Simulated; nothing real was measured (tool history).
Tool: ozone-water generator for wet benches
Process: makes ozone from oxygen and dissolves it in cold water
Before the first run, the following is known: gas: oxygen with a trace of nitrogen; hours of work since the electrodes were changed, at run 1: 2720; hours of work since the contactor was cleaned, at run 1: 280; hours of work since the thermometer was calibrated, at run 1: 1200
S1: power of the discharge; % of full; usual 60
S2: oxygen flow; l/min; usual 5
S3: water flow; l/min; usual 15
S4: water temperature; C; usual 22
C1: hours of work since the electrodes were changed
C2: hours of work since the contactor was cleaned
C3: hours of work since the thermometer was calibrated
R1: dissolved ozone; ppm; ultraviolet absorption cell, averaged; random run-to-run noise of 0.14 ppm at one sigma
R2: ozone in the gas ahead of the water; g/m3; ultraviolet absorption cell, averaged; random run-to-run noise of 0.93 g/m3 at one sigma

run,hour,S1,S2,S3,S4,C1,C2,C3,R1,R2
1,0,60,5,15,22,2720,280,1200,15,145.5
2,127.2,66,5,15,22,2818,379,1298,15.9,155.4
3,256.9,66,5,15,22,2918,479,1398,15.9,156.8
4,476.2,66,5,15,22,3087,648,1567,16,154.7
5,570.7,66,2.9,15,22,3160,721,1640,15.3,201.6
6,670.7,66,2.9,15,22,3237,798,1718,15.3,200.8
7,808.7,66,2.9,15,22,3344,905,1824,15.3,197.5
8,1026,66,2.9,15,22,3512,1072,1992,15.2,198.3
9,1155,66,2.9,15,22,3611,1172,2091,15,195.9
10,1338.4,72,5,15,22,3753,1314,2233,16.3,159.8
11,1445.2,57,5,15,22,3835,1396,2315,13.7,134.9
12,1592.9,57,5,15,22,3949,1510,2429,13.8,135.3
# hour 1742.5: water thermometer calibrated
13,1767.2,57,5,15,22,4083,1644,19,13.7,135.3
14,1864.7,57,5,15,22,4159,1719,94,13.4,135.3
15,2019.6,60,5.45,15,22,4278,1839,214,14.3,133.7
16,2226.2,60,5,21,22,4438,1998,373,10.8,138.3
17,2369.3,96,5,14,18,4548,2109,484,21.2,189.2
18,2459.8,83,5,14,28,4618,2179,554,15.8,170
19,2577.7,60,4.05,11,20,4709,2270,645,17.7,149.1
20,2714,60,4.05,11,20,4814,2375,750,17.5,150.4
21,2872.3,60,4.05,11,20,4936,2497,872,17.6,148.9
22,3095.8,42,8.93,12,22,5109,2669,1044,11.4,80.1
23,3261.7,42,8.93,12,22,5237,2797,1172,11.4,80.1
# hour 3365.9: contactor cleaned
24,3415.7,42,8.93,12,22,5352,38,1288,11.4,80.1
25,3535.9,60,4.42,10,22,5445,131,1381,17.8,139.4
26,3699.1,60,5,23,20,5571,257,1507,9.9,131.6
27,3894.2,52,5,12,22,5722,408,1658,14.1,119.5
28,4048.9,60,3.64,15,23,5841,527,1777,13,152.3
29,4224,42,5,21,19,5976,662,1912,8.6,104.4

For each entry between runs, how does the tool's hidden state at the last listed run before it compare with that at the first listed run after it?
Logged between run 12 and run 13: water thermometer calibrated (hour 1742.5)
  yield of the discharge, % of new electrodes': 87.5 -> 87; contactor's efficiency, % of a clean one's: 96.5 -> 96.2; true water temperature over the reading, C: 0.31 -> 0.01
  measured result minus the result with no hidden state, R1: -2 -> -2.1 ppm; R2: -16.3 -> -16.9 g/m3
Logged between run 23 and run 24: contactor cleaned (hour 3365.9)
  yield of the discharge, % of new electrodes': 83 -> 82.6; contactor's efficiency, % of a clean one's: 93.6 -> 98.6; true water temperature over the reading, C: 0.16 -> 0.17
  measured result minus the result with no hidden state, R1: -1.9 -> -1.7 ppm; R2: -10.2 -> -10.4 g/m3
